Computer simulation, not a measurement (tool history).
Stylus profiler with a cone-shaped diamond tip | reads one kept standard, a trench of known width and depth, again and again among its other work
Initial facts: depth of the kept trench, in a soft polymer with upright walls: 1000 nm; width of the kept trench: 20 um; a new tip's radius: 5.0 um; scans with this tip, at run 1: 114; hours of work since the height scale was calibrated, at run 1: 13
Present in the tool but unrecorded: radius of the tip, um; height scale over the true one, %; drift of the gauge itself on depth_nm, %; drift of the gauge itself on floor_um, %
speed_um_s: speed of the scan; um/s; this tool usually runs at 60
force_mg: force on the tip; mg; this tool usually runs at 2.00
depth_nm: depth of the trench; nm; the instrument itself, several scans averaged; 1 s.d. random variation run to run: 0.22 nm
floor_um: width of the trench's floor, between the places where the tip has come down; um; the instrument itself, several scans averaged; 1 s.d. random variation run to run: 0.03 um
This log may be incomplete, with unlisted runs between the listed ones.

run	day	speed_um_s	force_mg	scans with this tip	hours of work since the height scale was calibrated	depth_nm	floor_um
1	0.000	60	2.00	114	13	1006.87	13.63
2	0.471	60	2.00	162	19	1007.14	13.68
3	1.088	60	2.00	225	26	1007.73	13.63
4	1.529	60	3.14	270	31	1010.10	13.72
5	1.808	60	2.00	298	34	1007.11	13.66
6	2.112	60	2.00	329	38	1007.17	13.61
7	2.521	60	1.60	370	43	1006.19	13.57
8	2.988	60	1.06	418	48	1004.93	13.42
9	3.508	60	1.06	471	54	1004.94	13.38
10	3.875	60	2.00	508	58	1007.06	13.59
11	4.462	60	1.38	568	65	1005.34	13.51
12	5.033	45	4.05	626	72	1011.96	13.78
13	5.592	103	1.64	683	79	1006.39	13.13
14	6.071	16	1.64	732	84	1006.31	13.86
15	6.717	44	2.27	798	92	1008.10	13.66
16	7.129	37	1.18	840	97	1005.22	13.55
17	7.542	71	0.71	882	101	1003.56	13.14
18	8.075	71	0.71	936	108	1003.84	13.10
19	8.433	95	1.44	972	112	1006.12	13.14
20	9.079	60	0.82	1038	119	1004.45	13.30
21	9.571	60	0.82	1088	125	1003.88	13.29
22	10.071	60	5.91	1139	131	1015.11	13.61

Here are 4 independent what-if runs from the current tool condition. What would each one return?
A	10.608	73	5.34	1194	137	?	?
B	10.608	117	2.44	1194	137	?	?
C	10.608	51	1.41	1194	137	?	?
D	10.608	175	1.00	1194	137	?	?

run	depth_nm	floor_um
A	1014.67	13.51
B	1008.87	13.16
C	1005.89	13.42
D	1004.79	12.24
With the hidden condition removed and each run's random variation left untouched, the same runs would have given:
run	depth_nm	floor_um
A	1014.56	13.68
B	1008.76	13.33
C	1005.79	13.59
D	1004.68	12.41
